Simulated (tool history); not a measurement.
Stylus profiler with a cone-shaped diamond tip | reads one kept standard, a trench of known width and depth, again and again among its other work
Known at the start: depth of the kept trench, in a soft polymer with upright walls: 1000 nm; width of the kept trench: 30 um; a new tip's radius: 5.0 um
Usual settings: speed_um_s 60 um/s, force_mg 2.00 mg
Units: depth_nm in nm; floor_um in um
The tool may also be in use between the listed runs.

{"run": 1, "hour": 0.0, "speed_um_s": 60, "force_mg": 2.0, "depth_nm": 1012.31, "floor_um": 23.34}
{"run": 2, "hour": 12.3, "speed_um_s": 23, "force_mg": 2.0, "depth_nm": 1012.38, "floor_um": 23.38}
{"run": 3, "hour": 26.2, "speed_um_s": 137, "force_mg": 2.0, "depth_nm": 1012.37, "floor_um": 22.97}
{"run": 4, "hour": 32.8, "speed_um_s": 137, "force_mg": 2.0, "depth_nm": 1012.31, "floor_um": 22.94}
{"run": 5, "hour": 44.3, "speed_um_s": 23, "force_mg": 2.0, "depth_nm": 1012.52, "floor_um": 23.3}
{"run": 6, "hour": 51.0, "speed_um_s": 23, "force_mg": 1.44, "depth_nm": 1009.93, "floor_um": 23.24}
{"run": 7, "hour": 58.5, "speed_um_s": 23, "force_mg": 1.44, "depth_nm": 1010.05, "floor_um": 23.27}
{"run": 8, "hour": 67.2, "speed_um_s": 23, "force_mg": 1.44, "depth_nm": 1009.94, "floor_um": 23.29}
{"run": 9, "hour": 76.9, "speed_um_s": 60, "force_mg": 2.0, "depth_nm": 1012.73, "floor_um": 23.17}
{"run": 10, "hour": 83.3, "speed_um_s": 60, "force_mg": 2.0, "depth_nm": 1012.57, "floor_um": 23.11}
{"run": 11, "hour": 91.9, "speed_um_s": 60, "force_mg": 2.0, "depth_nm": 1012.42, "floor_um": 23.14}
{"run": 12, "hour": 102.7, "speed_um_s": 146, "force_mg": 2.0, "depth_nm": 1012.21, "floor_um": 22.75}
{"run": 13, "hour": 117.9, "speed_um_s": 146, "force_mg": 2.0, "depth_nm": 1012.65, "floor_um": 22.83}
{"run": 14, "hour": 124.2, "speed_um_s": 146, "force_mg": 2.0, "depth_nm": 1012.88, "floor_um": 22.76}
{"run": 15, "hour": 135.7, "speed_um_s": 60, "force_mg": 5.77, "depth_nm": 1023.64, "floor_um": 23.09}
{"run": 16, "hour": 145.6, "speed_um_s": 60, "force_mg": 5.77, "depth_nm": 1023.59, "floor_um": 23.1}
{"run": 17, "hour": 157.7, "speed_um_s": 60, "force_mg": 5.77, "depth_nm": 1023.69, "floor_um": 23.12}
{"run": 18, "hour": 170.6, "speed_um_s": 60, "force_mg": 5.77, "depth_nm": 1023.75, "floor_um": 23.05}
{"run": 19, "hour": 181.8, "speed_um_s": 60, "force_mg": 5.77, "depth_nm": 1023.72, "floor_um": 23.03}
{"run": 20, "hour": 196.8, "speed_um_s": 60, "force_mg": 5.77, "depth_nm": 1023.7, "floor_um": 23.05}
{"run": 21, "hour": 210.2, "speed_um_s": 60, "force_mg": 5.77, "depth_nm": 1023.74, "floor_um": 23.03}
{"run": 22, "hour": 216.7, "speed_um_s": 177, "force_mg": 1.07, "depth_nm": 1007.67, "floor_um": 22.31}
{"run": 23, "hour": 228.5, "speed_um_s": 177, "force_mg": 1.07, "depth_nm": 1007.47, "floor_um": 22.32}
{"run": 24, "hour": 240.4, "speed_um_s": 18, "force_mg": 4.24, "depth_nm": 1018.98, "floor_um": 23.0}
{"run": 25, "hour": 252.3, "speed_um_s": 18, "force_mg": 4.24, "depth_nm": 1019.08, "floor_um": 23.0}
{"run": 26, "hour": 262.1, "speed_um_s": 18, "force_mg": 4.24, "depth_nm": 1018.96, "floor_um": 22.99}
{"run": 27, "hour": 273.1, "speed_um_s": 60, "force_mg": 3.66, "depth_nm": 1017.49, "floor_um": 22.85}
{"run": 28, "hour": 284.9, "speed_um_s": 65, "force_mg": 1.87, "depth_nm": 1010.78, "floor_um": 22.76}
{"run": 29, "hour": 299.9, "speed_um_s": 65, "force_mg": 1.87, "depth_nm": 1011.06, "floor_um": 22.73}
{"run": 30, "hour": 307.7, "speed_um_s": 50, "force_mg": 2.34, "depth_nm": 1012.97, "floor_um": 22.8}
{"run": 31, "hour": 318.5, "speed_um_s": 151, "force_mg": 2.13, "depth_nm": 1012.09, "floor_um": 22.49}
{"run": 32, "hour": 326.1, "speed_um_s": 151, "force_mg": 2.13, "depth_nm": 1011.96, "floor_um": 22.49}
{"run": 33, "hour": 336.3, "speed_um_s": 23, "force_mg": 1.2, "depth_nm": 1008.07, "floor_um": 22.76}
{"run": 34, "hour": 342.6, "speed_um_s": 23, "force_mg": 1.2, "depth_nm": 1008.14, "floor_um": 22.74}
{"run": 35, "hour": 353.4, "speed_um_s": 23, "force_mg": 1.2, "depth_nm": 1008.2, "floor_um": 22.75}
{"run": 36, "hour": 362.5, "speed_um_s": 23, "force_mg": 1.2, "depth_nm": 1008.19, "floor_um": 22.83}
{"run": 37, "hour": 372.0, "speed_um_s": 91, "force_mg": 2.0, "depth_nm": 1011.58, "floor_um": 22.56}
{"run": 38, "hour": 386.2, "speed_um_s": 21, "force_mg": 1.66, "depth_nm": 1010.19, "floor_um": 22.77}
{"run": 39, "hour": 394.7, "speed_um_s": 21, "force_mg": 1.66, "depth_nm": 1010.35, "floor_um": 22.76}

Taken out of this log: 2 entries between the listed runs. Where each belongs, and how the hidden state differs across it:
Between runs 12 and 13: height scale calibrated on a step standard (hour 104.2)
  radius of the tip, um: 6.12 -> 6.16; height scale over the true one, %: 0.073 -> 0.099
  measured less the result without the state, depth_nm: +0.73 -> +0.99 nm; floor_um: -0.71 -> -0.73 um
Between runs 14 and 15: height scale calibrated on a step standard, once more (hour 132.7)
  radius of the tip, um: 6.18 -> 6.21; height scale over the true one, %: 0.099 -> -0.034
  measured less the result without the state, depth_nm: +1.01 -> -0.35 nm; floor_um: -0.74 -> -0.76 um
